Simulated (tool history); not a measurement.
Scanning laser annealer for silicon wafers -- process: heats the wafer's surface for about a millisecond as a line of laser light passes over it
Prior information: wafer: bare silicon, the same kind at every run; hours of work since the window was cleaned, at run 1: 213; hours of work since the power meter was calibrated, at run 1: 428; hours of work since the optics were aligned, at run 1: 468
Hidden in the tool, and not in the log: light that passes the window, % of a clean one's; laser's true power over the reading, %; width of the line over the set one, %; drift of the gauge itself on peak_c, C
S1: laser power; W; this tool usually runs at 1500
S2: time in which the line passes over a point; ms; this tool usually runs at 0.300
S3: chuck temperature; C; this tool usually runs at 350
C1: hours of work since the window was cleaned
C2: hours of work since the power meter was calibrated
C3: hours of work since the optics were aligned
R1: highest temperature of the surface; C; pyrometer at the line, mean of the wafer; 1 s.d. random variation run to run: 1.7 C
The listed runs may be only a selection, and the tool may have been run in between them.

Run 1, hour 0.0: usual settings; C1 213; C2 428; C3 468. Result: R1 1066 C.
Run 2, hour 29.2: usual settings; C1 236; C2 452; C3 492. Result: R1 1065 C.
Run 3, hour 60.8: usual settings; C1 261; C2 477; C3 517. Result: R1 1065 C.
Run 4, hour 95.6: usual settings; C1 289; C2 504; C3 544. Result: R1 1061 C.
Run 5, hour 113.9: usual settings; C1 303; C2 519; C3 559. Result: R1 1062 C.
Run 6, hour 134.9: usual settings; C1 320; C2 536; C3 576. Result: R1 1060 C.
Run 7, hour 159.5: usual settings; C1 340; C2 555; C3 595. Result: R1 1060 C.
Run 8, hour 194.9: usual settings; C1 368; C2 583; C3 623. Result: R1 1056 C.
Run 9, hour 221.9: usual settings but S2 0.235 ms; C1 389; C2 605; C3 645. Result: R1 974 C.
Run 10, hour 239.7: usual settings but S2 0.235 ms; C1 403; C2 619; C3 659. Result: R1 972 C.
Run 11, hour 259.7: usual settings but S2 0.235 ms; C1 419; C2 635; C3 675. Result: R1 972 C.
Run 12, hour 295.1: usual settings but S2 0.235 ms; C1 448; C2 663; C3 703. Result: R1 971 C.
Run 13, hour 333.5: usual settings but S1 1623 W, S2 0.273 ms; C1 478; C2 694; C3 734. Result: R1 1092 C.
Run 14, hour 357.9: usual settings but S1 1623 W, S2 0.273 ms; C1 497; C2 713; C3 753. Result: R1 1091 C.
Run 15, hour 395.3: usual settings but S1 1298 W; C1 527; C2 743; C3 783. Result: R1 930 C.
At hour 413.3: window over the wafer cleaned.
Run 16, hour 427.4: usual settings but S1 1503 W, S3 340 C; C1 11; C2 767; C3 807. Result: R1 1063 C.
Run 17, hour 452.6: usual settings but S1 1546 W, S2 0.225 ms; C1 31; C2 787; C3 827. Result: R1 992 C.
Run 18, hour 484.9: usual settings but S1 1581 W, S2 0.268 ms, S3 341 C; C1 57; C2 812; C3 852. Result: R1 1068 C.
Run 19, hour 519.3: usual settings but S1 1395 W, S2 0.357 ms, S3 383 C; C1 84; C2 840; C3 880. Result: R1 1094 C.

Predict each of these 5 candidate next runs independently; none follows another, all start after run 19:
Run A, hour 540.9: usual settings but S1 1599 W, S2 0.357 ms, S3 383 C; C1 101; C2 857; C3 897. Result: R1 ?.
Run B, hour 540.9: usual settings but S1 1583 W, S2 0.289 ms, S3 340 C; C1 101; C2 857; C3 897. Result: R1 ?.
Run C, hour 540.9: usual settings but S1 1629 W, S2 0.258 ms, S3 359 C; C1 101; C2 857; C3 897. Result: R1 ?.
Run D, hour 540.9: usual settings but S1 1623 W, S2 0.357 ms, S3 383 C; C1 101; C2 857; C3 897. Result: R1 ?.
Run E, hour 540.9: usual settings but S1 1395 W, S2 0.357 ms, S3 337 C; C1 101; C2 857; C3 897. Result: R1 ?.

run    R1
  A  1236
  B  1092
  C  1100
  D  1253
  E  1050
Take away the tool's hidden state, keep each run's random variation, and the runs would have read:
run    R1
  A  1260
  B  1113
  C  1121
  D  1277
  E  1070

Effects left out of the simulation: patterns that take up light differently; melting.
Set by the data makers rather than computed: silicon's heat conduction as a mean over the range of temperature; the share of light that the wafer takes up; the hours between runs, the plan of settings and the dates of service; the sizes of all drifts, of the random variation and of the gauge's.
